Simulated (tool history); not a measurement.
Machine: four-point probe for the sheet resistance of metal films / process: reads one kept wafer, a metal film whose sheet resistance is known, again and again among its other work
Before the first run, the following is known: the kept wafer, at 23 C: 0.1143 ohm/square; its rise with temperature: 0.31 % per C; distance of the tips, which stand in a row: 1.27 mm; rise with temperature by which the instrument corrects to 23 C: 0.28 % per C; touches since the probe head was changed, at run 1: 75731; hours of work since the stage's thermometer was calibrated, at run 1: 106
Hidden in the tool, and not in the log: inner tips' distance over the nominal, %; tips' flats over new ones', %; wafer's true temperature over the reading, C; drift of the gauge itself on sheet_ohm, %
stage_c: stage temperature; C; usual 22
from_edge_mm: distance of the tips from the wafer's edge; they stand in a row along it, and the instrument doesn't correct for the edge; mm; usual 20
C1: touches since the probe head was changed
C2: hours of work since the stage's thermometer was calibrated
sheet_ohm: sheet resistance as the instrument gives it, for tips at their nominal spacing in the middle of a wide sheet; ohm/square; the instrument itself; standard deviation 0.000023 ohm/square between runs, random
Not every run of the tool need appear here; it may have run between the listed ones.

run 1 hour=0.0 | stage_c=22 from_edge_mm=20 | C1=75731 C2=106 | sheet_ohm=0.114556
run 2 hour=12.9 | stage_c=22 from_edge_mm=9 | C1=76353 C2=115 | sheet_ohm=0.115524
run 3 hour=19.9 | stage_c=32 from_edge_mm=20 | C1=76694 C2=119 | sheet_ohm=0.114788
run 4 hour=30.1 | stage_c=32 from_edge_mm=20 | C1=77186 C2=126 | sheet_ohm=0.114844
run 5 hour=37.3 | stage_c=32 from_edge_mm=20 | C1=77530 C2=130 | sheet_ohm=0.114818
run 6 hour=43.9 | stage_c=32 from_edge_mm=20 | C1=77852 C2=135 | sheet_ohm=0.114836
run 7 hour=60.1 | stage_c=32 from_edge_mm=20 | C1=78633 C2=145 | sheet_ohm=0.114827
run 8 hour=76.0 | stage_c=22 from_edge_mm=20 | C1=79403 C2=156 | sheet_ohm=0.114561
run 9 hour=84.5 | stage_c=20 from_edge_mm=20 | C1=79812 C2=161 | sheet_ohm=0.114431
run 10 hour=95.4 | stage_c=20 from_edge_mm=20 | C1=80336 C2=168 | sheet_ohm=0.114456
run 11 hour=102.9 | stage_c=20 from_edge_mm=20 | C1=80698 C2=173 | sheet_ohm=0.114450
run 12 hour=115.9 | stage_c=20 from_edge_mm=20 | C1=81326 C2=182 | sheet_ohm=0.114480
run 13 hour=124.5 | stage_c=20 from_edge_mm=20 | C1=81742 C2=187 | sheet_ohm=0.114469
run 14 hour=139.5 | stage_c=20 from_edge_mm=20 | C1=82465 C2=197 | sheet_ohm=0.114478
run 15 hour=149.9 | stage_c=22 from_edge_mm=20 | C1=82968 C2=204 | sheet_ohm=0.114511
run 16 hour=160.3 | stage_c=22 from_edge_mm=20 | C1=83472 C2=211 | sheet_ohm=0.114553
run 17 hour=176.0 | stage_c=23 from_edge_mm=20 | C1=84232 C2=221 | sheet_ohm=0.114565
run 18 hour=190.9 | stage_c=23 from_edge_mm=20 | C1=84949 C2=231 | sheet_ohm=0.114596
run 19 hour=206.9 | stage_c=23 from_edge_mm=20 | C1=85722 C2=241 | sheet_ohm=0.114563
run 20 hour=218.0 | stage_c=23 from_edge_mm=20 | C1=86257 C2=248 | sheet_ohm=0.114581
run 21 hour=231.3 | stage_c=23 from_edge_mm=20 | C1=86900 C2=257 | sheet_ohm=0.114523
run 22 hour=247.1 | stage_c=22 from_edge_mm=20 | C1=87665 C2=267 | sheet_ohm=0.114555
run 23 hour=255.1 | stage_c=32 from_edge_mm=25 | C1=88050 C2=272 | sheet_ohm=0.114755
run 24 hour=266.3 | stage_c=32 from_edge_mm=16 | C1=88591 C2=280 | sheet_ohm=0.114927
run 25 hour=274.4 | stage_c=22 from_edge_mm=62 | C1=88981 C2=285 | sheet_ohm=0.114329
run 26 hour=284.0 | stage_c=28 from_edge_mm=14 | C1=89446 C2=291 | sheet_ohm=0.114960
run 27 hour=290.9 | stage_c=28 from_edge_mm=14 | C1=89778 C2=296 | sheet_ohm=0.114990
run 28 hour=303.4 | stage_c=25 from_edge_mm=8 | C1=90381 C2=304 | sheet_ohm=0.115946
run 29 hour=318.5 | stage_c=26 from_edge_mm=19 | C1=91110 C2=314 | sheet_ohm=0.114693
run 30 hour=325.2 | stage_c=24 from_edge_mm=6 | C1=91434 C2=318 | sheet_ohm=0.117032
run 31 hour=337.5 | stage_c=21 from_edge_mm=21 | C1=92027 C2=326 | sheet_ohm=0.114470
run 32 hour=347.8 | stage_c=21 from_edge_mm=21 | C1=92527 C2=333 | sheet_ohm=0.114481
run 33 hour=359.8 | stage_c=21 from_edge_mm=21 | C1=93107 C2=341 | sheet_ohm=0.114488
run 34 hour=367.1 | stage_c=27 from_edge_mm=4 | C1=93459 C2=345 | sheet_ohm=0.120311
run 35 hour=376.5 | stage_c=30 from_edge_mm=10 | C1=93911 C2=352 | sheet_ohm=0.115495
run 36 hour=389.5 | stage_c=30 from_edge_mm=10 | C1=94541 C2=360 | sheet_ohm=0.115519
run 37 hour=401.9 | stage_c=19 from_edge_mm=8 | C1=95139 C2=368 | sheet_ohm=0.115726
run 38 hour=413.1 | stage_c=19 from_edge_mm=64 | C1=95680 C2=375 | sheet_ohm=0.114219
run 39 hour=428.1 | stage_c=21 from_edge_mm=5 | C1=96406 C2=385 | sheet_ohm=0.118073
run 40 hour=441.1 | stage_c=35 from_edge_mm=3 | C1=97030 C2=394 | sheet_ohm=0.124678
run 41 hour=449.5 | stage_c=24 from_edge_mm=3 | C1=97435 C2=399 | sheet_ohm=0.124335
run 42 hour=459.9 | stage_c=28 from_edge_mm=6 | C1=97938 C2=406 | sheet_ohm=0.117174
run 43 hour=470.2 | stage_c=28 from_edge_mm=20 | C1=98436 C2=413 | sheet_ohm=0.114673

Consider 3 possible next runs. They are alternatives, not a sequence: every one starts from the tool as it was left by run 43. What does each give?
run A hour=486.3 | stage_c=31 from_edge_mm=20 | C1=99214 C2=423 | sheet_ohm=?
run B hour=486.3 | stage_c=29 from_edge_mm=40 | C1=99214 C2=423 | sheet_ohm=?
run C hour=486.3 | stage_c=31 from_edge_mm=3 | C1=99214 C2=423 | sheet_ohm=?

run=A sheet_ohm=0.114832
run=B sheet_ohm=0.114554
run=C sheet_ohm=0.124528
Stripped of hidden state, with their random variation kept, the same runs would have yielded:
run=A sheet_ohm=0.114816
run=B sheet_ohm=0.114537
run=C sheet_ohm=0.124511

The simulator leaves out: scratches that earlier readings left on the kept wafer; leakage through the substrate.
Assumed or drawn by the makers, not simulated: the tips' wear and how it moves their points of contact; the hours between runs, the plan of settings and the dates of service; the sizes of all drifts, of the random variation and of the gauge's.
